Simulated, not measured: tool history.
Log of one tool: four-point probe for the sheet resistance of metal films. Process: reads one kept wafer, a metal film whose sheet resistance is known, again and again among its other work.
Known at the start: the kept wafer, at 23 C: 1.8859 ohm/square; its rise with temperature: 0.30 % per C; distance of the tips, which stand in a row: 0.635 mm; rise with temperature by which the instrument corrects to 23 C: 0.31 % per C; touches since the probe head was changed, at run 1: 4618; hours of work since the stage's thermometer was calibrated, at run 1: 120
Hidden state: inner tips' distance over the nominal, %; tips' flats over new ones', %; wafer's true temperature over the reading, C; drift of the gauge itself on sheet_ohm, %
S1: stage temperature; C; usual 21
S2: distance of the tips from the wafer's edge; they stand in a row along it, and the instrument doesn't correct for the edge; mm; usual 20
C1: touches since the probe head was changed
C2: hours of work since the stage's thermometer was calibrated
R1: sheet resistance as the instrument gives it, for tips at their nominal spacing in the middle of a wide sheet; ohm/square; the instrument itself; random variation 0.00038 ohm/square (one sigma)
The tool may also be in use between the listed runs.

Run 1, hour 0: usual settings; C1 4618; C2 120. Result: R1 1.886092 ohm/square.
Run 2, hour 39.1: usual settings but S1 33 C; C1 7202; C2 149. Result: R1 1.882912 ohm/square.
Run 3, hour 107.9: usual settings but S1 33 C; C1 11745; C2 200. Result: R1 1.883244 ohm/square.
Run 4, hour 153.2: usual settings but S1 33 C; C1 14736; C2 233. Result: R1 1.883129 ohm/square.
Run 5, hour 234.4: usual settings; C1 20103; C2 293. Result: R1 1.887139 ohm/square.
Run 6, hour 325.1: usual settings; C1 26097; C2 360. Result: R1 1.887493 ohm/square.
Run 7, hour 411.3: usual settings but S1 25 C; C1 31789; C2 424. Result: R1 1.887433 ohm/square.
Run 8, hour 455.4: usual settings but S1 25 C; C1 34702; C2 457. Result: R1 1.888145 ohm/square.
Run 9, hour 536.9: usual settings but S2 56 mm; C1 40086; C2 517. Result: R1 1.887955 ohm/square.
Run 10, hour 576.4: usual settings but S2 3 mm; C1 42694; C2 546. Result: R1 1.93281 ohm/square.
Run 11, hour 652.9: usual settings but S2 3 mm; C1 47752; C2 602. Result: R1 1.933468 ohm/square.
Run 12, hour 744: usual settings; C1 53765; C2 670. Result: R1 1.889673 ohm/square.
Run 13, hour 789.5: usual settings; C1 56774; C2 703. Result: R1 1.890777 ohm/square.
Run 14, hour 842: usual settings but S1 32 C; C1 60241; C2 742. Result: R1 1.887582 ohm/square.
Run 15, hour 913.7: usual settings but S1 32 C; C1 64979; C2 795. Result: R1 1.887568 ohm/square.
Run 16, hour 1002.3: usual settings but S1 32 C; C1 70834; C2 861. Result: R1 1.887718 ohm/square.
Run 17, hour 1048.1: usual settings but S1 27 C; C1 73853; C2 894. Result: R1 1.889659 ohm/square.
At hour 1052.8: stage's thermometer calibrated.
Run 18, hour 1087.6: usual settings; C1 76435; C2 26. Result: R1 1.891535 ohm/square.
Run 19, hour 1176.1: usual settings; C1 82280; C2 91. Result: R1 1.89149 ohm/square.
Run 20, hour 1236: usual settings; C1 86234; C2 135. Result: R1 1.892495 ohm/square.
Run 21, hour 1315.7: usual settings; C1 91504; C2 194. Result: R1 1.893327 ohm/square.
Run 22, hour 1381.9: usual settings; C1 95877; C2 243. Result: R1 1.894011 ohm/square.
Run 23, hour 1461.8: usual settings but S1 29 C; C1 101150; C2 302. Result: R1 1.89133 ohm/square.
At hour 1511.7: stage's thermometer calibrated, once more.
Run 24, hour 1521.1: usual settings but S1 28 C, S2 51 mm; C1 105037; C2 7. Result: R1 1.889029 ohm/square.
Run 25, hour 1586.6: usual settings but S1 34 C, S2 45 mm; C1 109363; C2 55. Result: R1 1.887943 ohm/square.
Run 26, hour 1670.7: usual settings but S1 32 C, S2 61 mm; C1 114920; C2 117. Result: R1 1.888808 ohm/square.
Run 27, hour 1731.2: usual settings but S1 31 C, S2 65 mm; C1 118916; C2 162. Result: R1 1.889882 ohm/square.
Run 28, hour 1778.4: usual settings but S2 65 mm; C1 122034; C2 197. Result: R1 1.892737 ohm/square.
Run 29, hour 1836.4: usual settings but S1 22 C, S2 65 mm; C1 125870; C2 240. Result: R1 1.893098 ohm/square.
Run 30, hour 1917.2: usual settings but S1 26 C, S2 7 mm; C1 131207; C2 300. Result: R1 1.899971 ohm/square.
Run 31, hour 2002.4: usual settings but S1 20 C, S2 7 mm; C1 136833; C2 363. Result: R1 1.902322 ohm/square.
Run 32, hour 2069.8: usual settings but S2 4 mm; C1 141287; C2 412. Result: R1 1.919778 ohm/square.
Run 33, hour 2152.3: usual settings but S1 33 C, S2 25 mm; C1 146737; C2 473. Result: R1 1.891922 ohm/square.
Run 34, hour 2198.2: usual settings but S1 32 C; C1 149766; C2 507. Result: R1 1.893391 ohm/square.
Run 35, hour 2284: usual settings but S1 24 C, S2 33 mm; C1 155439; C2 571. Result: R1 1.894925 ohm/square.
Run 36, hour 2327: usual settings but S1 28 C, S2 45 mm; C1 158274; C2 602. Result: R1 1.89319 ohm/square.
Run 37, hour 2415.1: usual settings but S1 28 C, S2 45 mm; C1 164094; C2 667. Result: R1 1.89406 ohm/square.
Run 38, hour 2498.5: usual settings but S1 18 C, S2 36 mm; C1 169609; C2 729. Result: R1 1.897621 ohm/square.
Run 39, hour 2552.5: usual settings but S1 27 C, S2 54 mm; C1 173175; C2 769. Result: R1 1.895802 ohm/square.
Run 40, hour 2594.5: usual settings but S1 31 C, S2 48 mm; C1 175951; C2 800. Result: R1 1.894292 ohm/square.
Run 41, hour 2637.9: usual settings but S1 23 C, S2 10 mm; C1 178812; C2 832. Result: R1 1.899686 ohm/square.
Run 42, hour 2689.7: usual settings but S1 23 C, S2 10 mm; C1 182236; C2 870. Result: R1 1.900445 ohm/square.
Run 43, hour 2736.7: usual settings but S1 23 C, S2 10 mm; C1 185341; C2 905. Result: R1 1.901314 ohm/square.
Run 44, hour 2787.5: usual settings but S1 34 C, S2 62 mm; C1 188696; C2 943. Result: R1 1.893911 ohm/square.

How the hidden state differs across the entries between the runs, from the last listed run before each to the first after it:
Between runs 17 and 18: stage's thermometer calibrated (hour 1052.8)
  inner tips' distance over the nominal, %: 0.172 -> 0.18; tips' flats over new ones', %: 38 -> 39; wafer's true temperature over the reading, C: 0.08 -> 0.12
  measured less the result without the state, R1: +0.003968 -> +0.004374 ohm/square
Between runs 23 and 24: stage's thermometer calibrated, once more (hour 1511.7)
  inner tips' distance over the nominal, %: 0.254 -> 0.265; tips' flats over new ones', %: 52 -> 54; wafer's true temperature over the reading, C: 0.18 -> -0.09
  measured less the result without the state, R1: +0.006192 -> +0.004888 ohm/square

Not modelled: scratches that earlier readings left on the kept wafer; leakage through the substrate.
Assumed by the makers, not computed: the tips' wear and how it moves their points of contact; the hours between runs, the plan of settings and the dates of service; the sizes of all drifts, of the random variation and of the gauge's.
